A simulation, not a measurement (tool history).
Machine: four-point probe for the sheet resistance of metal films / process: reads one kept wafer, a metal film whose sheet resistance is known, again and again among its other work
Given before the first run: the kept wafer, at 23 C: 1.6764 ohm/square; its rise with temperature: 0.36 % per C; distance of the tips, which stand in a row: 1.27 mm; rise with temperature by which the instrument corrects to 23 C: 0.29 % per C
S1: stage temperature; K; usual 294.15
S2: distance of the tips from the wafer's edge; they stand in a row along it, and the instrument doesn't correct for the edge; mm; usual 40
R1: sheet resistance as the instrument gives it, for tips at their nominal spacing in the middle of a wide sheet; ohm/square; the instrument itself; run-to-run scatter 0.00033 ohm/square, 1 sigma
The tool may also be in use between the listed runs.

run 1 day=0.000 | S1=294.15 S2=40 | R1=1.669228
run 2 day=0.700 | S1=294.15 S2=40 | R1=1.668651
run 3 day=2.004 | S1=308.15 S2=40 | R1=1.684693
run 4 day=3.308 | S1=294.15 S2=40 | R1=1.669000
run 5 day=4.192 | S1=294.15 S2=40 | R1=1.669600
run 6 day=5.442 | S1=292.15 S2=40 | R1=1.667163
run 7 day=6.442 | S1=292.15 S2=40 | R1=1.666645
run 8 day=7.671 | S1=292.15 S2=40 | R1=1.666316
run 9 day=8.779 | S1=292.15 S2=40 | R1=1.666418
run 10 day=9.942 | S1=292.15 S2=40 | R1=1.666923
run 11 day=10.675 | S1=292.15 S2=28 | R1=1.667990
run 12 day=11.529 | S1=292.15 S2=28 | R1=1.667427
run 13 day=12.671 | S1=294.15 S2=40 | R1=1.668902
run 14 day=13.429 | S1=294.15 S2=40 | R1=1.668913
run 15 day=14.121 | S1=294.15 S2=40 | R1=1.669382
run 16 day=15.092 | S1=302.15 S2=40 | R1=1.678298
run 17 day=15.633 | S1=302.15 S2=40 | R1=1.678310
run 18 day=16.479 | S1=294.15 S2=40 | R1=1.669172
run 19 day=17.079 | S1=294.15 S2=8 | R1=1.690570
run 20 day=18.196 | S1=294.15 S2=8 | R1=1.690689
run 21 day=19.083 | S1=294.15 S2=8 | R1=1.690116
run 22 day=20.388 | S1=294.15 S2=8 | R1=1.690512
run 23 day=21.146 | S1=294.15 S2=19 | R1=1.672400
run 24 day=21.862 | S1=296.15 S2=12 | R1=1.681038
run 25 day=22.900 | S1=301.15 S2=41 | R1=1.676612
run 26 day=23.625 | S1=301.15 S2=5 | R1=1.733453
run 27 day=24.708 | S1=301.15 S2=11 | R1=1.688348
run 28 day=25.900 | S1=295.15 S2=10 | R1=1.683495
run 29 day=26.633 | S1=295.15 S2=10 | R1=1.684198
run 30 day=27.762 | S1=307.15 S2=19 | R1=1.687128
run 31 day=28.688 | S1=304.15 S2=12 | R1=1.690215
run 32 day=29.546 | S1=304.15 S2=12 | R1=1.689703
run 33 day=30.767 | S1=304.15 S2=12 | R1=1.690111
run 34 day=31.800 | S1=304.15 S2=12 | R1=1.689824
run 35 day=32.650 | S1=307.15 S2=5 | R1=1.739872
run 36 day=33.767 | S1=294.15 S2=21 | R1=1.671833
run 37 day=35.008 | S1=295.15 S2=17 | R1=1.674016
run 38 day=36.292 | S1=302.15 S2=24 | R1=1.679960
run 39 day=37.433 | S1=303.15 S2=5 | R1=1.735168
run 40 day=38.367 | S1=297.15 S2=19 | R1=1.676278
run 41 day=39.000 | S1=297.15 S2=19 | R1=1.675985
run 42 day=39.921 | S1=297.15 S2=19 | R1=1.675379
run 43 day=40.600 | S1=303.15 S2=18 | R1=1.683177

Run 44 is up next; what results do you expect?
run 44 day=41.375 | S1=303.15 S2=18 | R1=?

{"run 44": {"R1": 1.683572}}
Were there no unlogged condition in the tool, this run, its random variation unchanged, would have produced R1 1.689323 ohm/square.

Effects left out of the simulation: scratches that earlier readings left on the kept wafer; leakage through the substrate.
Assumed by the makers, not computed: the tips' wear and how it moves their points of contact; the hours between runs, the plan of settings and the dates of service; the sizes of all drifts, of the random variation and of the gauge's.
